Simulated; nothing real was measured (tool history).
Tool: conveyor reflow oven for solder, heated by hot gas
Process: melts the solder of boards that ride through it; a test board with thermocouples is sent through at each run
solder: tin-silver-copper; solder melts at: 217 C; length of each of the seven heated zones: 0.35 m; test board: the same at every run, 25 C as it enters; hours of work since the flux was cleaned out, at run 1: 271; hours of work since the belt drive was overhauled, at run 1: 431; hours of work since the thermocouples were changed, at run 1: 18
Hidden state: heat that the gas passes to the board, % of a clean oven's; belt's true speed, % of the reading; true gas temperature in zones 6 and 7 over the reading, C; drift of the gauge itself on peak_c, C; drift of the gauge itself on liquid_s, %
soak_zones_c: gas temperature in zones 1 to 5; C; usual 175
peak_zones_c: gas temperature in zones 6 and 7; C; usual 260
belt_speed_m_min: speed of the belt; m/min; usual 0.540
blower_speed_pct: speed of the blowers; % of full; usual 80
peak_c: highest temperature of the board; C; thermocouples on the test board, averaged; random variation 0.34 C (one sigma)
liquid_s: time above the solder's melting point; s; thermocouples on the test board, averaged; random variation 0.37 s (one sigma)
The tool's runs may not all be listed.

run     day  soak_zones_c  peak_zones_c  belt_speed_m_min  blower_speed_pct  hours of work since the flux was cleaned out  hours of work since the belt drive was overhauled  hours of work since the thermocouples were changed  peak_c  liquid_s
  1   0.000           175           260             0.540                80                                           271                                                431                                                  18   246.4      54.7
  2   0.379           175           260             0.540                80                                           274                                                435                                                  22   246.4      54.7
  3   0.996           175           260             0.540                80                                           281                                                441                                                  28   246.2      54.4
  4   1.396           175           252             0.540                80                                           285                                                445                                                  32   238.7      47.6
  5   2.008           175           252             0.540                80                                           291                                                452                                                  38   238.8      46.7
  6   2.421           175           252             0.540                80                                           295                                                456                                                  42   238.7      47.2
  7   2.883           175           252             0.540                80                                           300                                                460                                                  47   239.2      47.6
  8   3.154           175           252             0.540                80                                           303                                                463                                                  50   238.5      47.4
  9   3.758           175           252             0.540                80                                           309                                                469                                                  56   238.3      46.9
 10   4.088           175           252             0.540                80                                           312                                                473                                                  59   239.0      47.4
      4.350  -- flux residue cleaned out of gas plates and filters
 11   4.696           183           260             0.540                80                                             3                                                477                                                  63   249.1      60.4
 12   5.167           176           260             0.540                80                                             8                                                481                                                  68   247.7      57.0
 13   5.654           175           257             0.540                80                                            13                                                486                                                  73   245.3      53.6
      5.867  -- belt drive overhauled, speed set with a stopwatch
 14   6.450           175           258             0.540                80                                            20                                                  6                                                  79   246.1      54.3
 15   6.967           183           261             0.443                80                                            25                                                 11                                                  84   254.1      79.5
 16   7.362           175           262             0.540                50                                            29                                                 15                                                  88   240.3      46.4
 17   7.629           175           262             0.540                50                                            32                                                 18                                                  91   240.2      45.8
 18   8.171           175           262             0.540                50                                            37                                                 23                                                  97   240.2      45.9
 19   8.596           160           272             0.551                78                                            41                                                 28                                                 101   254.9      55.3
      8.862  -- belt drive overhauled, speed set with a stopwatch, once more
 20   9.083           175           249             0.540                72                                            45                                                  2                                                 104   236.0      43.4
 21   9.350           175           249             0.540                72                                            47                                                  5                                                 107   236.1      43.2
 22   9.967           175           249             0.540                72                                            53                                                 11                                                 113   236.1      43.9
 23  10.325           175           272             0.594                52                                            57                                                 15                                                 117   245.1      45.3
 24  10.746           181           268             0.558                73                                            61                                                 19                                                 121   252.6      59.1
 25  11.158           181           268             0.558                73                                            66                                                 23                                                 125   253.1      59.2
 26  11.754           181           268             0.558                73                                            72                                                 29                                                 131   253.0      58.5

3 ways to go on from here, each from the tool as it stands after run 26. What would each give?
  A  12.175           185           260             0.540                89                                            76                                                 34                                                 136       ?         ?
  B  12.175           171           260             0.492                80                                            76                                                 34                                                 136       ?         ?
  C  12.175           163           268             0.525                65                                            76                                                 34                                                 136       ?         ?

run  peak_c  liquid_s
  A   249.9      61.8
  B   249.0      61.2
  C   248.6      53.0
Without the tool's hidden state the same runs would have given:
run  peak_c  liquid_s
  A   250.5      62.4
  B   249.5      61.9
  C   249.2      53.7

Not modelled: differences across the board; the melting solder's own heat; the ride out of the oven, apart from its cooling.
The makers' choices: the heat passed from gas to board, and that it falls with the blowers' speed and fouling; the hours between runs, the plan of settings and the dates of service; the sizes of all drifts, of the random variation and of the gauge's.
